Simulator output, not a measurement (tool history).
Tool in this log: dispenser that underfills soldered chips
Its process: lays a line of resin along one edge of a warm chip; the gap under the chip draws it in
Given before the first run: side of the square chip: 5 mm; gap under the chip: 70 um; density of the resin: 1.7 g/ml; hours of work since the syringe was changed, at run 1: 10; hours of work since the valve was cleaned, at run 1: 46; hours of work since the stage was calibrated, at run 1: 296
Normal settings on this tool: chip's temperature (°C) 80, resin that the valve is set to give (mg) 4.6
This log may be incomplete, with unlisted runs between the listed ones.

| run | day | chip's temperature (°C) | resin that the valve is set to give (mg) | hours of work since the syringe was changed | hours of work since the valve was cleaned | hours of work since the stage was calibrated | time until the resin shows at the far edge (s) | resin that the valve gave (mg) |
|---|---|---|---|---|---|---|---|---|
| 1 | 0 | 80 | 4.6 | 10 | 46 | 296 | 11 | 4.47 |
|  | 0.058 | new syringe of resin |
| 2 | 0.45 | 80 | 4.6 | 6 | 52 | 303 | 9.1 | 4.5 |
| 3 | 0.742 | 70 | 4.6 | 11 | 57 | 308 | 15.4 | 4.48 |
|  | 0.783 | new syringe of resin |
| 4 | 1.15 | 75 | 4.6 | 6 | 63 | 314 | 10.4 | 4.5 |
| 5 | 1.425 | 75 | 4.6 | 10 | 67 | 318 | 12.9 | 4.49 |
|  | 1.521 | new syringe of resin |
| 6 | 1.658 | 85 | 4.6 | 2 | 71 | 321 | 7.1 | 4.45 |
| 7 | 2.029 | 85 | 4.6 | 8 | 76 | 327 | 8.9 | 4.47 |
|  | 2.246 | new syringe of resin |
| 8 | 2.358 | 80 | 4.6 | 2 | 81 | 332 | 8.2 | 4.42 |
| 9 | 2.754 | 80 | 4.53 | 8 | 88 | 338 | 10.1 | 4.36 |
|  | 2.971 | new syringe of resin |
| 10 | 2.988 | 80 | 4.6 | 0 | 91 | 342 | 7.4 | 4.37 |
| 11 | 3.267 | 80 | 4.6 | 5 | 95 | 346 | 8.7 | 4.4 |
|  | 3.683 | new syringe of resin |
| 12 | 3.725 | 80 | 4.6 | 1 | 102 | 353 | 8.3 | 4.42 |
| 13 | 4.158 | 80 | 4.6 | 7 | 109 | 360 | 10.1 | 4.39 |
|  | 4.396 | new syringe of resin |
| 14 | 4.567 | 80 | 4.6 | 3 | 115 | 366 | 7.9 | 4.36 |
|  | 4.858 | dispensing valve cleaned and set on the balance |
| 15 | 4.862 | 73 | 4.6 | 7 | 0 | 370 | 11.8 | 4.61 |
|  | 5.15 | new syringe of resin |
| 16 | 5.275 | 80 | 4.6 | 2 | 6 | 376 | 7.5 | 4.55 |
| 17 | 5.633 | 80 | 3.95 | 7 | 12 | 382 | 10.5 | 3.92 |
|  | 5.875 | new syringe of resin |
| 18 | 5.996 | 80 | 3.95 | 2 | 17 | 387 | 8.5 | 3.88 |
| 19 | 6.258 | 93 | 5.23 | 6 | 21 | 391 | 6.2 | 5.21 |
|  | 6.612 | new syringe of resin |
| 20 | 6.746 | 72 | 4.6 | 2 | 29 | 398 | 10.5 | 4.53 |
| 21 | 7.046 | 72 | 4.6 | 7 | 33 | 403 | 12.3 | 4.51 |
| 22 | 7.242 | 88 | 4.6 | 10 | 36 | 406 | 8.9 | 4.49 |
|  | 7.35 | new syringe of resin |
| 23 | 7.692 | 88 | 4.6 | 5 | 43 | 413 | 7.3 | 4.52 |
| 24 | 8 | 65 | 5.72 | 10 | 48 | 418 | 18 | 5.6 |
|  | 8.071 | new syringe of resin |
| 25 | 8.254 | 72 | 4.54 | 3 | 52 | 421 | 10.9 | 4.45 |
| 26 | 8.658 | 79 | 5.76 | 9 | 58 | 428 | 10.7 | 5.54 |
|  | 8.817 | new syringe of resin |
| 27 | 8.967 | 79 | 5.76 | 2 | 63 | 432 | 7.9 | 5.55 |
| 28 | 9.379 | 79 | 5.76 | 9 | 69 | 439 | 10.9 | 5.51 |
|  | 9.529 | new syringe of resin |
| 29 | 9.633 | 79 | 5.76 | 2 | 73 | 443 | 8.2 | 5.55 |
| 30 | 10.029 | 68 | 5.21 | 8 | 79 | 449 | 15.3 | 5 |
|  | 10.254 | new syringe of resin |
| 31 | 10.433 | 68 | 5.21 | 3 | 85 | 455 | 12.4 | 5.02 |
| 32 | 10.646 | 68 | 5.21 | 6 | 88 | 458 | 14.3 | 4.93 |
|  | 10.979 | new syringe of resin |
| 33 | 11.083 | 88 | 5.27 | 2 | 95 | 465 | 5.6 | 5.03 |
| 34 | 11.35 | 73 | 5.89 | 6 | 99 | 469 | 11.8 | 5.63 |
| 35 | 11.625 | 94 | 5.97 | 10 | 103 | 473 | 7.3 | 5.67 |

Consider 5 possible next runs. They are alternatives, not a sequence: every one starts from the tool as it was left by run 35. What does each give?
|  | 11.708 | new syringe of resin |
| A | 12.092 | 81 | 3.9 | 6 | 110 | 480 | ? | ? |
|  | 11.708 | new syringe of resin |
| B | 12.092 | 91 | 4.8 | 6 | 110 | 480 | ? | ? |
|  | 11.708 | new syringe of resin |
| C | 12.092 | 88 | 5.97 | 6 | 110 | 480 | ? | ? |
|  | 11.708 | new syringe of resin |
| D | 12.092 | 92 | 5.97 | 6 | 110 | 480 | ? | ? |
|  | 11.708 | new syringe of resin |
| E | 12.092 | 95 | 5.79 | 6 | 110 | 480 | ? | ? |

| run | time until the resin shows at the far edge (s) | resin that the valve gave (mg) |
|---|---|---|
| A | 9.8 | 3.68 |
| B | 6.5 | 4.5 |
| C | 7.6 | 5.63 |
| D | 6.1 | 5.62 |
| E | 6 | 5.48 |
Without the tool's hidden state the same runs would have given:
| run | time until the resin shows at the far edge (s) | resin that the valve gave (mg) |
|---|---|---|
| A | 6.9 | 3.89 |
| B | 4.5 | 4.76 |
| C | 5.5 | 5.96 |
| D | 4.3 | 5.95 |
| E | 4.3 | 5.8 |

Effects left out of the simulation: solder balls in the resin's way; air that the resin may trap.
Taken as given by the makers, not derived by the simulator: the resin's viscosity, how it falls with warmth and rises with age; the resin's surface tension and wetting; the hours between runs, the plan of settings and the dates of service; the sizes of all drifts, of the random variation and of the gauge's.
